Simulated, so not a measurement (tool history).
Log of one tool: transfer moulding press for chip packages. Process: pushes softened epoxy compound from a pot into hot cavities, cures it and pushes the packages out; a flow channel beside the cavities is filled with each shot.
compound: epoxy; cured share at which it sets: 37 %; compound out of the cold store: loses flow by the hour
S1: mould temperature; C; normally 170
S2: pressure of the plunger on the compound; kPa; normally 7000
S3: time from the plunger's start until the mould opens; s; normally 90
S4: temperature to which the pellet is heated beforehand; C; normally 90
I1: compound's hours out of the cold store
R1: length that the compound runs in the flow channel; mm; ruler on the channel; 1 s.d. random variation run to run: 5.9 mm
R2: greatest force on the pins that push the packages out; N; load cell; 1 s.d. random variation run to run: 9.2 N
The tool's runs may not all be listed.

run 1 hour=0.0 | S1=170 S2=7000 S3=90 S4=90 | I1=38.3 | R1=831 R2=496
-- hour=28.1 cavities cleaned with cleaning compound and waxed
-- hour=31.8 mould's thermocouples calibrated
run 2 hour=31.8 | S1=170 S2=7000 S3=90 S4=90 | I1=23.4 | R1=861 R2=453
-- hour=64.9 cavities cleaned with cleaning compound and waxed
run 3 hour=65.2 | S1=170 S2=7980 S3=90 S4=90 | I1=41.7 | R1=863 R2=417
run 4 hour=86.9 | S1=170 S2=7000 S3=90 S4=90 | I1=44.6 | R1=806 R2=635
-- hour=100.3 cavities cleaned with cleaning compound and waxed
run 5 hour=111.5 | S1=170 S2=7000 S3=90 S4=90 | I1=36.7 | R1=817 R2=557
-- hour=128.4 plunger's sealing rings changed
run 6 hour=129.8 | S1=170 S2=7000 S3=90 S4=90 | I1=36.9 | R1=867 R2=681
-- hour=136.4 cavities cleaned with cleaning compound and waxed
run 7 hour=161.2 | S1=170 S2=7000 S3=90 S4=90 | I1=37.6 | R1=848 R2=669
-- hour=170.2 cavities cleaned with cleaning compound and waxed
-- hour=174.4 mould's thermocouples calibrated, once more
run 8 hour=191.8 | S1=170 S2=7000 S3=90 S4=90 | I1=19.4 | R1=897 R2=596
-- hour=206.0 cavities cleaned with cleaning compound and waxed
run 9 hour=213.6 | S1=170 S2=7000 S3=90 S4=90 | I1=47.2 | R1=823 R2=512
-- hour=239.6 cavities cleaned with cleaning compound and waxed
run 10 hour=241.8 | S1=170 S2=7000 S3=90 S4=90 | I1=46.2 | R1=814 R2=449
run 11 hour=260.6 | S1=170 S2=7000 S3=90 S4=90 | I1=47.6 | R1=813 R2=613
-- hour=273.3 cavities cleaned with cleaning compound and waxed
run 12 hour=295.1 | S1=170 S2=7000 S3=90 S4=90 | I1=22.8 | R1=861 R2=627
-- hour=306.0 cavities cleaned with cleaning compound and waxed
run 13 hour=324.6 | S1=170 S2=7000 S3=90 S4=90 | I1=28.9 | R1=844 R2=605
-- hour=341.0 cavities cleaned with cleaning compound and waxed
run 14 hour=343.4 | S1=170 S2=7000 S3=90 S4=90 | I1=37.0 | R1=813 R2=446
run 15 hour=368.5 | S1=170 S2=7000 S3=90 S4=90 | I1=12.4 | R1=871 R2=668
-- hour=375.5 cavities cleaned with cleaning compound and waxed
-- hour=381.0 plunger's sealing rings changed
run 16 hour=399.9 | S1=165 S2=5800 S3=126 S4=87 | I1=33.0 | R1=802 R2=578
-- hour=412.2 cavities cleaned with cleaning compound and waxed
run 17 hour=430.0 | S1=165 S2=5800 S3=126 S4=87 | I1=33.9 | R1=803 R2=555
-- hour=445.0 cavities cleaned with cleaning compound and waxed
run 18 hour=457.9 | S1=165 S2=8760 S3=101 S4=87 | I1=23.9 | R1=987 R2=593
-- hour=478.5 cavities cleaned with cleaning compound and waxed
run 19 hour=489.1 | S1=165 S2=8760 S3=101 S4=87 | I1=40.7 | R1=946 R2=547
run 20 hour=504.2 | S1=165 S2=8760 S3=101 S4=87 | I1=10.5 | R1=1029 R2=702
-- hour=511.9 cavities cleaned with cleaning compound and waxed
run 21 hour=524.1 | S1=167 S2=5510 S3=83 S4=83 | I1=37.1 | R1=735 R2=699
run 22 hour=540.4 | S1=167 S2=6250 S3=83 S4=83 | I1=25.3 | R1=809 R2=853
-- hour=546.1 cavities cleaned with cleaning compound and waxed
run 23 hour=560.5 | S1=167 S2=6250 S3=111 S4=83 | I1=38.4 | R1=780 R2=556
run 24 hour=574.2 | S1=163 S2=6600 S3=91 S4=80 | I1=40.3 | R1=808 R2=918
-- hour=579.7 cavities cleaned with cleaning compound and waxed
run 25 hour=592.0 | S1=163 S2=6600 S3=91 S4=80 | I1=47.3 | R1=791 R2=741
-- hour=613.2 cavities cleaned with cleaning compound and waxed
run 26 hour=613.2 | S1=163 S2=6600 S3=91 S4=80 | I1=25.1 | R1=831 R2=575
-- hour=630.1 plunger's sealing rings changed
run 27 hour=638.9 | S1=163 S2=5880 S3=91 S4=87 | I1=45.3 | R1=792 R2=863
-- hour=650.4 cavities cleaned with cleaning compound and waxed
run 28 hour=667.0 | S1=177 S2=5830 S3=102 S4=84 | I1=41.7 | R1=763 R2=524

Forecast each of these 3 alternatives for the next run:
-- hour=683.4 cavities cleaned with cleaning compound and waxed
run A hour=697.8 | S1=168 S2=6380 S3=85 S4=90 | I1=23.0 | R1=? R2=?
-- hour=683.4 cavities cleaned with cleaning compound and waxed
run B hour=697.8 | S1=177 S2=8590 S3=102 S4=84 | I1=33.4 | R1=? R2=?
-- hour=683.4 cavities cleaned with cleaning compound and waxed
run C hour=697.8 | S1=177 S2=6720 S3=102 S4=93 | I1=15.2 | R1=? R2=?

run=A R1=850 R2=632
run=B R1=924 R2=490
run=C R1=858 R2=504
Take away the tool's hidden state, keep each run's random variation, and the runs would have read:
run=A R1=864 R2=454
run=B R1=939 R2=355
run=C R1=872 R2=367
